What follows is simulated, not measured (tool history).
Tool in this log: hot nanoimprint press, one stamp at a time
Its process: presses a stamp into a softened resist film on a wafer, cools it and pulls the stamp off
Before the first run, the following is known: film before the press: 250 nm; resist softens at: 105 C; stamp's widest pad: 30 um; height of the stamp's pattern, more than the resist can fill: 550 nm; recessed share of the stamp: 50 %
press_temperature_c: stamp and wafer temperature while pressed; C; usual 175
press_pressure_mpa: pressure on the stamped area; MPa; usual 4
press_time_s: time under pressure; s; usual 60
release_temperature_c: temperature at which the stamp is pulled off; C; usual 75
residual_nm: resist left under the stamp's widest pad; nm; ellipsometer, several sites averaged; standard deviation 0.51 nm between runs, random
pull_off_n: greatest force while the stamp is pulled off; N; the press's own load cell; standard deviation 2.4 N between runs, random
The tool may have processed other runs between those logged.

run    day  press_temperature_c  press_pressure_mpa  press_time_s  release_temperature_c  residual_nm  pull_off_n
  1      0                  175                   4            60                     75        105.3         125
  2  0.412                  175                   4            60                     75        105.7         130
  3  0.838                  175                   4            59                     75        105.9         134
  4  1.183                  175                   4            59                     75        107.2         133
  5  1.546                  175                   4            59                     75        105.2         130
  6  1.833                  175                   4            59                     75          106         128
  7  2.304                  175                   4            59                     75        104.7         134
     2.596  -- plate thermocouple calibrated
  8  2.646                  175                   4            59                     75          119         139
  9  3.117                  175                   4            60                     65        118.5         155
 10  3.392                  175                   4            60                     65        117.5         147
 11  3.879                  175                   4            60                     65        118.3         159
 12  4.108                  176                   4            60                     66        111.9         150
 13  4.379                  186                3.92            49                     79           73         139
 14  4.867                  186                3.92            49                     79         73.3         137
 15  5.083                  174                4.85            49                     79        123.5         138
 16  5.408                  174                4.85            49                     79        123.2         142
 17  5.708                  174                4.85            49                     79        122.4         147
 18  6.096                  176                4.96            49                     70        108.6         159
 19    6.3                  177                4.45            65                     75         97.7         152
 20  6.688                  175                   4            60                     77        117.1         148

3 options for the next run, each taken on its own from the tool as it stands now. Forecast them:
  A  6.971                  172                   4            60                     77            ?           ?
  B  6.971                  180                   4            55                     79            ?           ?
  C  6.971                  181                4.58            60                     79            ?           ?

run  residual_nm  pull_off_n
  A        135.5         147
  B         93.2         139
  C         79.5         145
Without the tool's hidden state the same runs would have given:
run  residual_nm  pull_off_n
  A        136.5         109
  B         93.9         102
  C           80         107
